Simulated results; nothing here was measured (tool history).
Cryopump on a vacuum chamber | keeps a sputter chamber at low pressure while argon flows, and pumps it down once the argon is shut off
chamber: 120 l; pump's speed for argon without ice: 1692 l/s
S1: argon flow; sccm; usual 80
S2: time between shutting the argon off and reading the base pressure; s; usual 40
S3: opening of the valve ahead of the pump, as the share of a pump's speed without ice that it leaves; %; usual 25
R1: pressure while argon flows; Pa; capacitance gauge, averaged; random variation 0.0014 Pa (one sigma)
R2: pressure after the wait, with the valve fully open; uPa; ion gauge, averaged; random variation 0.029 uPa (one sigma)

Run 1, hour 0: usual settings. Result: R1 0.3332 Pa, R2 2 uPa.
Run 2, hour 16.9: usual settings but S2 110 s. Result: R1 0.3328 Pa, R2 1.23 uPa.
Run 3, hour 33.2: usual settings but S2 110 s. Result: R1 0.3364 Pa, R2 1.22 uPa.
Run 4, hour 44.7: usual settings but S2 110 s. Result: R1 0.3343 Pa, R2 1.23 uPa.
Run 5, hour 60.3: usual settings. Result: R1 0.3329 Pa, R2 2.02 uPa.
Run 6, hour 74.4: usual settings. Result: R1 0.3356 Pa, R2 1.98 uPa.
Run 7, hour 85.3: usual settings. Result: R1 0.3355 Pa, R2 2.03 uPa.
Run 8, hour 97.2: usual settings. Result: R1 0.3358 Pa, R2 2.06 uPa.
Run 9, hour 106.8: usual settings. Result: R1 0.3334 Pa, R2 2.13 uPa.
Run 10, hour 121.7: usual settings but S2 26 s. Result: R1 0.3364 Pa, R2 2.79 uPa.
Run 11, hour 133.4: usual settings but S2 26 s. Result: R1 0.3338 Pa, R2 2.72 uPa.
Run 12, hour 152.3: usual settings but S2 26 s. Result: R1 0.3386 Pa, R2 2.72 uPa.
Run 13, hour 173.4: usual settings but S2 26 s. Result: R1 0.3361 Pa, R2 2.77 uPa.
Run 14, hour 190.3: usual settings but S2 26 s. Result: R1 0.3387 Pa, R2 2.79 uPa.
Run 15, hour 204.2: usual settings but S2 26 s. Result: R1 0.3391 Pa, R2 2.79 uPa.
Run 16, hour 225.2: usual settings but S2 26 s. Result: R1 0.3388 Pa, R2 2.69 uPa.
Run 17, hour 243.8: usual settings but S2 26 s. Result: R1 0.3394 Pa, R2 2.87 uPa.
Run 18, hour 261.2: usual settings but S2 26 s. Result: R1 0.3412 Pa, R2 2.81 uPa.

Forecast run 19:
Run 19, hour 280.1: usual settings but S2 26 s. Result: R1 ?, R2 ?.

{"run 19": {"R1": 0.3401, "R2": 2.89}}
Without the tool's hidden state the same run would have given R1 0.3191 Pa, R2 2.12 uPa.
